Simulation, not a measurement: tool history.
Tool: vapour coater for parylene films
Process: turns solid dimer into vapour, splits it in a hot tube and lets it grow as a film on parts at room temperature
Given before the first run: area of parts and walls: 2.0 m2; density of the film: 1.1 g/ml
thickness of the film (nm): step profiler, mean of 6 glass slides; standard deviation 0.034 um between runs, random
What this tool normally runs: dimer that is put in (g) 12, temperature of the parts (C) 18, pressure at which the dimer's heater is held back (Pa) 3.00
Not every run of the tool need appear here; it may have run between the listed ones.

| run | day | dimer that is put in (g) | temperature of the parts (C) | pressure at which the dimer's heater is held back (Pa) | thickness of the film (nm) |
|---|---|---|---|---|---|
| 1 | 0.000 | 12 | 18 | 3.00 | 3460 |
| 2 | 1.688 | 15 | 18 | 3.00 | 4230 |
| 3 | 2.858 | 15 | 18 | 4.37 | 3920 |
| 4 | 4.562 | 15 | 24 | 4.37 | 3230 |
| 5 | 6.904 | 12 | 18 | 5.52 | 2950 |
| 6 | 9.154 | 6 | 18 | 3.00 | 1650 |
| 7 | 11.508 | 6 | 18 | 3.00 | 1690 |
| 8 | 13.504 | 12 | 18 | 3.00 | 3460 |
| 9 | 14.521 | 12 | 18 | 3.00 | 3430 |
| 10 | 16.288 | 12 | 18 | 3.00 | 3400 |
| 11 | 17.475 | 12 | 18 | 2.15 | 3680 |
| 12 | 19.767 | 12 | 13 | 2.15 | 4200 |
| 13 | 21.238 | 12 | 13 | 2.15 | 4360 |
| 14 | 22.758 | 12 | 13 | 3.21 | 4000 |
| 15 | 24.671 | 12 | 13 | 3.21 | 3900 |
| 16 | 26.983 | 15 | 18 | 3.00 | 4280 |
|  | 27.921 | trap's valve overhauled |
| 17 | 29.204 | 15 | 20 | 3.00 | 4040 |
| 18 | 30.333 | 15 | 20 | 3.00 | 3990 |
| 19 | 32.483 | 13 | 17 | 5.19 | 3360 |
| 20 | 33.858 | 7 | 23 | 7.55 | 1410 |
| 21 | 35.358 | 7 | 23 | 2.92 | 1710 |
| 22 | 37.412 | 7 | 23 | 10.33 | 1300 |
| 23 | 38.675 | 7 | 23 | 10.33 | 1290 |
| 24 | 40.629 | 10 | 14 | 6.06 | 2750 |
| 25 | 41.954 | 10 | 14 | 6.06 | 2750 |
| 26 | 43.654 | 10 | 14 | 6.06 | 2770 |
| 27 | 45.725 | 10 | 13 | 3.00 | 3340 |
|  | 46.142 | table's thermometer calibrated |
| 28 | 47.642 | 12 | 18 | 7.48 | 2770 |
| 29 | 49.542 | 12 | 18 | 7.48 | 2750 |
| 30 | 50.746 | 14 | 15 | 5.78 | 3740 |
| 31 | 52.812 | 12 | 18 | 7.29 | 2800 |
| 32 | 54.808 | 16 | 27 | 6.12 | 2860 |

What does the tool deliver on the next run?
| 33 | 56.900 | 12 | 14 | 2.42 | ? |

Run 33 yielded thickness of the film (nm) 3970.
Had the tool carried no hidden state, the very same run would have given thickness of the film (nm) 3980.
